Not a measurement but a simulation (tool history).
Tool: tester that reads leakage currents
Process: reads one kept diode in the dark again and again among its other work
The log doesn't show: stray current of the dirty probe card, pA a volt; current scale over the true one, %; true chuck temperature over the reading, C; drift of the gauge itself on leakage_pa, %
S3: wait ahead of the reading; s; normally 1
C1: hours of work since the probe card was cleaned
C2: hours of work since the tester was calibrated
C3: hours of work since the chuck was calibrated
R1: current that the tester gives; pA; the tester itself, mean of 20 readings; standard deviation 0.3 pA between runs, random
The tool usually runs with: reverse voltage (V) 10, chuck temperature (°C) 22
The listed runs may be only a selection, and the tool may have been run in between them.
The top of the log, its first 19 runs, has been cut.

run 20 hour=3923.3 | reverse_voltage_(V)=1 chuck_temperature_(°C)=57 S3=5.81 | C1=2455 C2=1425 C3=1969 | R1=478.8
run 21 hour=4071.5 | reverse_voltage_(V)=10 chuck_temperature_(°C)=25 S3=4.71 | C1=2538 C2=1508 C3=2052 | R1=123.98
-- hour=4160.8 chuck's temperature calibrated
run 22 hour=4304 | reverse_voltage_(V)=10 chuck_temperature_(°C)=25 S3=4.71 | C1=2668 C2=1637 C3=80 | R1=125.63
-- hour=4363.2 probe card cleaned and baked
run 23 hour=4479 | reverse_voltage_(V)=10.1 chuck_temperature_(°C)=34 S3=4.53 | C1=65 C2=1734 C3=177 | R1=239.77
run 24 hour=4616.3 | reverse_voltage_(V)=1.8 chuck_temperature_(°C)=22 S3=1.56 | C1=142 C2=1811 C3=254 | R1=53.93
run 25 hour=4795.2 | reverse_voltage_(V)=8.3 chuck_temperature_(°C)=22 S3=0.44 | C1=242 C2=1911 C3=354 | R1=94.44
run 26 hour=5055.3 | reverse_voltage_(V)=11.4 chuck_temperature_(°C)=33 S3=1 | C1=388 C2=2057 C3=500 | R1=234.81
run 27 hour=5257.5 | reverse_voltage_(V)=14.5 chuck_temperature_(°C)=42 S3=1 | C1=501 C2=2170 C3=613 | R1=472.25
run 28 hour=5455.5 | reverse_voltage_(V)=10 chuck_temperature_(°C)=22 S3=0.98 | C1=612 C2=2281 C3=724 | R1=100.15
run 29 hour=5683.4 | reverse_voltage_(V)=10 chuck_temperature_(°C)=22 S3=0.98 | C1=740 C2=2409 C3=852 | R1=100.03
run 30 hour=5842.4 | reverse_voltage_(V)=10 chuck_temperature_(°C)=22 S3=0.98 | C1=829 C2=2498 C3=941 | R1=100.11
run 31 hour=6092.5 | reverse_voltage_(V)=1.3 chuck_temperature_(°C)=22 S3=0.4 | C1=969 C2=2638 C3=1081 | R1=47.95
run 32 hour=6323 | reverse_voltage_(V)=1.3 chuck_temperature_(°C)=22 S3=0.4 | C1=1098 C2=2767 C3=1210 | R1=48.16
run 33 hour=6606.8 | reverse_voltage_(V)=9.2 chuck_temperature_(°C)=44 S3=1 | C1=1257 C2=2926 C3=1369 | R1=459.53
-- hour=6770.3 tester calibrated
run 34 hour=6784 | reverse_voltage_(V)=10 chuck_temperature_(°C)=51 S3=1.21 | C1=1355 C2=8 C3=1467 | R1=745.41
run 35 hour=7029.2 | reverse_voltage_(V)=10 chuck_temperature_(°C)=21 S3=1 | C1=1493 C2=145 C3=1605 | R1=92.74
run 36 hour=7242.7 | reverse_voltage_(V)=9.6 chuck_temperature_(°C)=21 S3=2.56 | C1=1613 C2=265 C3=1724 | R1=90.59
run 37 hour=7395.7 | reverse_voltage_(V)=2 chuck_temperature_(°C)=58 S3=0.35 | C1=1698 C2=350 C3=1810 | R1=651.76

Predict each of these 4 candidate next runs independently; none follows another, all start after run 37:
run A hour=7663.8 | reverse_voltage_(V)=10 chuck_temperature_(°C)=35 S3=0.43 | C1=1849 C2=501 C3=1960 | R1=?
run B hour=7663.8 | reverse_voltage_(V)=7.5 chuck_temperature_(°C)=23 S3=0.66 | C1=1849 C2=501 C3=1960 | R1=?
run C hour=7663.8 | reverse_voltage_(V)=1.8 chuck_temperature_(°C)=37 S3=0.41 | C1=1849 C2=501 C3=1960 | R1=?
run D hour=7663.8 | reverse_voltage_(V)=1.5 chuck_temperature_(°C)=26 S3=0.39 | C1=1849 C2=501 C3=1960 | R1=?

run=A R1=258.97
run=B R1=97.25
run=C R1=160.31
run=D R1=68.63
Without the tool's unlogged condition, the same runs would have read:
run=A R1=258.77
run=B R1=97.14
run=C R1=160.21
run=D R1=68.58
